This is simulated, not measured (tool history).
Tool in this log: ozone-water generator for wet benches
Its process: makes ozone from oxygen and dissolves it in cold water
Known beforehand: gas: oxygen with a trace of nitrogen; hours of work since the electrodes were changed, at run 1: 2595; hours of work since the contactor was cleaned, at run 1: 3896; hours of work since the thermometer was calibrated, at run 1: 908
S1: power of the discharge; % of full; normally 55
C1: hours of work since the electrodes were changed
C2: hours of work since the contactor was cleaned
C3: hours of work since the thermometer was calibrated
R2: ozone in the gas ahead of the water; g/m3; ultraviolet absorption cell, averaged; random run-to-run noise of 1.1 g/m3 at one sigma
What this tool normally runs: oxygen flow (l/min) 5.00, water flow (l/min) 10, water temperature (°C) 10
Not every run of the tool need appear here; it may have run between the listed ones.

{"run": 1, "day": 0.0, "S1": 55, "oxygen flow (l/min)": 5.0, "water flow (l/min)": 10, "water temperature (°C)": 10, "C1": 2595, "C2": 3896, "C3": 908, "dissolved ozone (ppm)": 24.6, "R2": 198.8}
{"run": 2, "day": 5.529, "S1": 55, "oxygen flow (l/min)": 5.0, "water flow (l/min)": 10, "water temperature (°C)": 10, "C1": 2689, "C2": 3990, "C3": 1002, "dissolved ozone (ppm)": 24.5, "R2": 198.2}
{"run": 3, "day": 8.379, "S1": 55, "oxygen flow (l/min)": 5.0, "water flow (l/min)": 10, "water temperature (°C)": 10, "C1": 2737, "C2": 4039, "C3": 1050, "dissolved ozone (ppm)": 24.4, "R2": 195.9}
{"run": 4, "day": 13.967, "S1": 55, "oxygen flow (l/min)": 5.0, "water flow (l/min)": 10, "water temperature (°C)": 10, "C1": 2832, "C2": 4134, "C3": 1145, "dissolved ozone (ppm)": 24.2, "R2": 195.7}
{"run": 5, "day": 18.458, "S1": 55, "oxygen flow (l/min)": 5.0, "water flow (l/min)": 10, "water temperature (°C)": 10, "C1": 2909, "C2": 4210, "C3": 1222, "dissolved ozone (ppm)": 24.8, "R2": 197.2}
{"run": 6, "day": 21.75, "S1": 55, "oxygen flow (l/min)": 5.0, "water flow (l/min)": 10, "water temperature (°C)": 10, "C1": 2965, "C2": 4266, "C3": 1278, "dissolved ozone (ppm)": 24.4, "R2": 195.1}
{"run": 7, "day": 26.5, "S1": 55, "oxygen flow (l/min)": 5.9, "water flow (l/min)": 10, "water temperature (°C)": 10, "C1": 3045, "C2": 4347, "C3": 1358, "dissolved ozone (ppm)": 24.2, "R2": 180.0}
{"run": 8, "day": 32.15, "S1": 55, "oxygen flow (l/min)": 5.9, "water flow (l/min)": 10, "water temperature (°C)": 10, "C1": 3142, "C2": 4443, "C3": 1455, "dissolved ozone (ppm)": 23.8, "R2": 180.7}
{"run": 9, "day": 35.371, "S1": 55, "oxygen flow (l/min)": 5.0, "water flow (l/min)": 10, "water temperature (°C)": 10, "C1": 3196, "C2": 4498, "C3": 1509, "dissolved ozone (ppm)": 24.3, "R2": 194.3}
{"run": 10, "day": 38.429, "S1": 55, "oxygen flow (l/min)": 5.0, "water flow (l/min)": 10, "water temperature (°C)": 10, "C1": 3248, "C2": 4550, "C3": 1561, "dissolved ozone (ppm)": 24.5, "R2": 194.7}
{"run": 11, "day": 40.929, "S1": 55, "oxygen flow (l/min)": 5.0, "water flow (l/min)": 10, "water temperature (°C)": 10, "C1": 3291, "C2": 4592, "C3": 1604, "dissolved ozone (ppm)": 24.1, "R2": 193.8}
{"run": 12, "day": 44.362, "S1": 55, "oxygen flow (l/min)": 5.0, "water flow (l/min)": 10, "water temperature (°C)": 10, "C1": 3349, "C2": 4651, "C3": 1662, "dissolved ozone (ppm)": 23.9, "R2": 193.9}
{"run": 13, "day": 49.067, "S1": 55, "oxygen flow (l/min)": 5.0, "water flow (l/min)": 10, "water temperature (°C)": 10, "C1": 3429, "C2": 4731, "C3": 1742, "dissolved ozone (ppm)": 24.4, "R2": 194.1}
{"run": 14, "day": 52.488, "S1": 55, "oxygen flow (l/min)": 5.0, "water flow (l/min)": 10, "water temperature (°C)": 10, "C1": 3488, "C2": 4789, "C3": 1800, "dissolved ozone (ppm)": 24.1, "R2": 193.4}
{"run": 15, "day": 55.338, "S1": 55, "oxygen flow (l/min)": 5.0, "water flow (l/min)": 10, "water temperature (°C)": 10, "C1": 3536, "C2": 4837, "C3": 1849, "dissolved ozone (ppm)": 23.9, "R2": 194.5}
{"run": 16, "day": 59.846, "S1": 55, "oxygen flow (l/min)": 5.0, "water flow (l/min)": 10, "water temperature (°C)": 10, "C1": 3613, "C2": 4914, "C3": 1926, "dissolved ozone (ppm)": 24.0, "R2": 194.8}
{"run": 17, "day": 63.712, "S1": 91, "oxygen flow (l/min)": 5.0, "water flow (l/min)": 10, "water temperature (°C)": 10, "C1": 3679, "C2": 4980, "C3": 1991, "dissolved ozone (ppm)": 30.9, "R2": 249.3}
{"run": 18, "day": 68.354, "S1": 93, "oxygen flow (l/min)": 7.18, "water flow (l/min)": 10, "water temperature (°C)": 6, "C1": 3758, "C2": 5059, "C3": 2070, "dissolved ozone (ppm)": 32.5, "R2": 209.5}
{"run": 19, "day": 72.129, "S1": 50, "oxygen flow (l/min)": 6.86, "water flow (l/min)": 10, "water temperature (°C)": 10, "C1": 3822, "C2": 5123, "C3": 2135, "dissolved ozone (ppm)": 22.1, "R2": 157.4}
{"run": 20, "day": 75.579, "S1": 50, "oxygen flow (l/min)": 6.86, "water flow (l/min)": 10, "water temperature (°C)": 10, "C1": 3880, "C2": 5182, "C3": 2193, "dissolved ozone (ppm)": 22.1, "R2": 159.6}
{"run": 21, "day": 78.3, "S1": 64, "oxygen flow (l/min)": 5.0, "water flow (l/min)": 10, "water temperature (°C)": 14, "C1": 3927, "C2": 5228, "C3": 2240, "dissolved ozone (ppm)": 23.8, "R2": 206.6}
{"run": 22, "day": 81.004, "S1": 41, "oxygen flow (l/min)": 3.66, "water flow (l/min)": 10, "water temperature (°C)": 12, "C1": 3973, "C2": 5274, "C3": 2286, "dissolved ozone (ppm)": 20.0, "R2": 195.9}
{"run": 23, "day": 85.954, "S1": 61, "oxygen flow (l/min)": 6.11, "water flow (l/min)": 10, "water temperature (°C)": 7, "C1": 4057, "C2": 5358, "C3": 2370, "dissolved ozone (ppm)": 26.2, "R2": 183.8}
{"run": 24, "day": 91.067, "S1": 49, "oxygen flow (l/min)": 4.06, "water flow (l/min)": 8, "water temperature (°C)": 6, "C1": 4144, "C2": 5445, "C3": 2457, "dissolved ozone (ppm)": 29.4, "R2": 202.0}
{"run": 25, "day": 96.158, "S1": 69, "oxygen flow (l/min)": 5.0, "water flow (l/min)": 10, "water temperature (°C)": 12, "C1": 4230, "C2": 5532, "C3": 2543, "dissolved ozone (ppm)": 25.2, "R2": 213.3}
{"run": 26, "day": 101.504, "S1": 69, "oxygen flow (l/min)": 4.01, "water flow (l/min)": 10, "water temperature (°C)": 11, "C1": 4321, "C2": 5623, "C3": 2634, "dissolved ozone (ppm)": 26.1, "R2": 238.3}
{"day": 102.671, "done": "contactor cleaned"}
{"run": 27, "day": 107.258, "S1": 44, "oxygen flow (l/min)": 6.3, "water flow (l/min)": 15, "water temperature (°C)": 16, "C1": 4416, "C2": 78, "C3": 2729, "dissolved ozone (ppm)": 13.6, "R2": 153.8}
{"run": 28, "day": 110.783, "S1": 43, "oxygen flow (l/min)": 6.3, "water flow (l/min)": 9, "water temperature (°C)": 16, "C1": 4476, "C2": 138, "C3": 2789, "dissolved ozone (ppm)": 20.9, "R2": 152.3}
{"run": 29, "day": 114.425, "S1": 55, "oxygen flow (l/min)": 6.52, "water flow (l/min)": 10, "water temperature (°C)": 6, "C1": 4538, "C2": 200, "C3": 2851, "dissolved ozone (ppm)": 26.3, "R2": 167.5}
{"run": 30, "day": 118.142, "S1": 55, "oxygen flow (l/min)": 6.52, "water flow (l/min)": 10, "water temperature (°C)": 6, "C1": 4602, "C2": 263, "C3": 2914, "dissolved ozone (ppm)": 26.2, "R2": 165.8}
{"run": 31, "day": 123.196, "S1": 55, "oxygen flow (l/min)": 6.52, "water flow (l/min)": 10, "water temperature (°C)": 6, "C1": 4688, "C2": 349, "C3": 3000, "dissolved ozone (ppm)": 26.0, "R2": 168.6}
{"run": 32, "day": 127.196, "S1": 55, "oxygen flow (l/min)": 6.52, "water flow (l/min)": 10, "water temperature (°C)": 6, "C1": 4756, "C2": 417, "C3": 3068, "dissolved ozone (ppm)": 25.8, "R2": 167.1}

What if the next run were any one of these 5? Each begins from the tool's condition after run 32:
{"run": "A", "day": 130.133, "S1": 55, "oxygen flow (l/min)": 4.06, "water flow (l/min)": 12, "water temperature (°C)": 6, "C1": 4806, "C2": 467, "C3": 3118, "dissolved ozone (ppm)": "?", "R2": "?"}
{"run": "B", "day": 130.133, "S1": 55, "oxygen flow (l/min)": 3.49, "water flow (l/min)": 13, "water temperature (°C)": 7, "C1": 4806, "C2": 467, "C3": 3118, "dissolved ozone (ppm)": "?", "R2": "?"}
{"run": "C", "day": 130.133, "S1": 49, "oxygen flow (l/min)": 5.0, "water flow (l/min)": 10, "water temperature (°C)": 10, "C1": 4806, "C2": 467, "C3": 3118, "dissolved ozone (ppm)": "?", "R2": "?"}
{"run": "D", "day": 130.133, "S1": 46, "oxygen flow (l/min)": 3.29, "water flow (l/min)": 11, "water temperature (°C)": 6, "C1": 4806, "C2": 467, "C3": 3118, "dissolved ozone (ppm)": "?", "R2": "?"}
{"run": "E", "day": 130.133, "S1": 55, "oxygen flow (l/min)": 5.0, "water flow (l/min)": 7, "water temperature (°C)": 10, "C1": 4806, "C2": 467, "C3": 3118, "dissolved ozone (ppm)": "?", "R2": "?"}

run=A dissolved_ozone_(ppm)=21.8 R2=210.1
run=B dissolved_ozone_(ppm)=19.2 R2=226.9
run=C dissolved_ozone_(ppm)=23.2 R2=179.6
run=D dissolved_ozone_(ppm)=21.4 R2=212.8
run=E dissolved_ozone_(ppm)=32.9 R2=190.5
What these runs would have given with no unlogged condition in the tool:
run=A dissolved_ozone_(ppm)=24.0 R2=227.8
run=B dissolved_ozone_(ppm)=21.1 R2=245.9
run=C dissolved_ozone_(ppm)=25.5 R2=193.7
run=D dissolved_ozone_(ppm)=23.4 R2=228.8
run=E dissolved_ozone_(ppm)=36.3 R2=206.5
